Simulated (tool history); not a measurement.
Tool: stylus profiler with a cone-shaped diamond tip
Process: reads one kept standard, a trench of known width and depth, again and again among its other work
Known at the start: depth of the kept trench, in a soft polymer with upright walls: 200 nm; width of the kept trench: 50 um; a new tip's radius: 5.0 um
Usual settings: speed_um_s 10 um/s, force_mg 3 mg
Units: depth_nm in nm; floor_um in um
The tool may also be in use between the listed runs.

run	hour	speed_um_s	force_mg	depth_nm	floor_um
1	0	10	3	203.13	46.06
2	40.5	4	3	202.92	46.02
3	102.6	4	3	203.03	45.99
4	156.2	4	3	202.97	45.99
5	237	4	3	203.09	45.94
6	297	4	3	203.09	45.95
7	345.3	4	3	202.87	45.93
8	410	4	3	203.24	45.87
9	452.9	4	3	202.95	45.87
10	501.5	4	3	203.04	45.85
11	541.1	24	3	202.88	45.79
12	613.5	24	3	203.16	45.81
13	654.6	10	3	202.94	45.82
14	719.3	10	3	203.1	45.78
15	756.3	10	3	203.17	45.73
# hour 764: height scale calibrated on a step standard
16	791.2	10	3	203.35	45.75
17	840.5	21	1.27	202.09	45.69
18	887.8	21	1.27	202.1	45.72
19	925.6	28	1.37	202.19	45.66
20	996.1	28	3.52	203.74	45.62
21	1037.6	28	3.52	203.63	45.69
22	1076.6	7	3.11	203.33	45.69
23	1133.2	7	3.11	203.4	45.7
# hour 1163.2: height scale calibrated on a step standard, once more
24	1179.5	7	3.11	202.94	45.64
25	1228.8	7	8.42	205.77	45.6
26	1267.5	17	7.52	205.31	45.61
27	1323.5	17	7.52	205.26	45.62
28	1360.2	3	7.52	205.4	45.62
29	1394.7	3	7.52	205.35	45.6
30	1437.5	3	7.52	205.64	45.59
31	1516.6	22	2.89	202.86	45.51

Forecast each of these 5 alternatives for the next run:
A	1564.1	22	2.18	?	?
B	1564.1	10	4.62	?	?
C	1564.1	31	3.57	?	?
D	1564.1	14	1.09	?	?
E	1564.1	18	5.06	?	?

run	depth_nm	floor_um
A	202.46	45.5
B	204.04	45.51
C	203.25	45.48
D	201.59	45.48
E	204.29	45.56
Without the tool's hidden state the same runs would have given:
run	depth_nm	floor_um
A	202.28	47.15
B	203.85	47.16
C	203.07	47.14
D	201.41	47.13
E	204.11	47.22
